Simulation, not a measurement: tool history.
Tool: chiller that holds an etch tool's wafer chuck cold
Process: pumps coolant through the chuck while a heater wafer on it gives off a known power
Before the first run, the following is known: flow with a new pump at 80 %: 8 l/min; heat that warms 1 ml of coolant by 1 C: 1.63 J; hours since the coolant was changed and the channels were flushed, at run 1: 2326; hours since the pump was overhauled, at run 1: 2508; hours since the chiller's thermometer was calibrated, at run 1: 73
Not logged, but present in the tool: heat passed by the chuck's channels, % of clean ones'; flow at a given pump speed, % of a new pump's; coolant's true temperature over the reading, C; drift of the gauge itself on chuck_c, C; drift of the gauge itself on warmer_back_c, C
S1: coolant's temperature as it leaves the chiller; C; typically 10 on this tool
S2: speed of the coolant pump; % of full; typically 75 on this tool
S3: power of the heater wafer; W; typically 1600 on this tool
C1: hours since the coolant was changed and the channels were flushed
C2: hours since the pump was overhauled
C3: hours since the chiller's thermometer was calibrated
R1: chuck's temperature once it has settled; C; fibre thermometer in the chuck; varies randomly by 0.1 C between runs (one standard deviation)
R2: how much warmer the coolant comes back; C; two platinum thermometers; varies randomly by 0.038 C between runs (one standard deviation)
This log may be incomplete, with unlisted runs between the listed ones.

run,hour,S1,S2,S3,C1,C2,C3,R1,R2
1,0.0,10,75,1600,2326,2508,73,27.6,8.23
2,55.6,10,75,1600,2381,2563,129,27.8,8.32
3,93.4,10,75,1600,2419,2601,167,27.8,8.20
4,144.1,10,83,1600,2470,2652,218,26.5,7.43
5,209.8,10,83,1600,2535,2717,283,26.7,7.41
6,274.6,10,75,1600,2600,2782,348,28.0,8.21
7,313.7,10,75,1964,2639,2821,387,32.2,10.11
8,349.7,10,75,1964,2675,2857,423,32.3,10.13
9,383.4,10,75,1600,2709,2891,457,28.2,8.30
10,420.7,10,75,2025,2746,2928,494,32.9,10.47
11,480.4,10,92,1600,2806,2988,554,25.9,6.80
12,521.5,10,75,1021,2847,3029,595,21.6,5.24
13,578.6,10,75,1021,2904,3086,652,21.8,5.32
14,621.9,10,75,1021,2948,3130,695,21.9,5.32
15,662.9,10,75,1021,2989,3171,736,21.8,5.33
16,692.0,10,75,1021,3018,3200,766,21.7,5.35
17,733.7,10,75,2118,3059,3241,807,34.4,11.08
18,775.5,2,76,1233,3101,3283,849,16.3,6.37
19,812.6,2,96,1605,3138,3320,886,17.8,6.57
20,872.3,9,89,1605,3198,3380,946,25.6,7.09
21,931.4,10,78,1600,3257,3439,1005,28.2,7.97
22,967.8,10,78,1600,3293,3475,1041,28.1,7.98
23,1033.3,15,71,1583,3359,3541,1107,34.4,8.77
24,1091.6,19,75,1600,3417,3599,1165,38.0,8.45
25,1121.9,19,89,2197,3447,3630,1195,41.9,9.71
26,1175.7,19,89,2197,3501,3683,1249,42.0,9.72
27,1202.9,19,89,2197,3528,3711,1276,42.0,9.75
28,1266.0,2,69,1246,3592,3774,1339,17.7,7.16
29,1303.6,10,75,1123,3629,3811,1377,23.4,5.95
30,1335.2,10,75,909,3661,3843,1409,20.9,4.85
31,1385.9,11,97,1393,3711,3894,1459,25.0,5.76
32,1445.3,11,97,1048,3771,3953,1519,21.6,4.35

Pick out some run-to-run changes in R1. Of each, how much would a tool without hidden state show as well, from the settings, what came in and chance, and how much is left for the hidden state and any gauge scatter not in both results compared?
Run 16 -> 17: S3 1021 -> 2118. R1 +12.7 C: hidden state +1.7, all else +11.0.
Run 17 -> 18: S1 10 -> 2, S2 75 -> 76, S3 2118 -> 1233. R1 -18.1 C: hidden state -1.3, all else -16.8.
Run 27 -> 28: S1 19 -> 2, S2 89 -> 69, S3 2197 -> 1246. R1 -24.3 C: hidden state -1.1, all else -23.2.
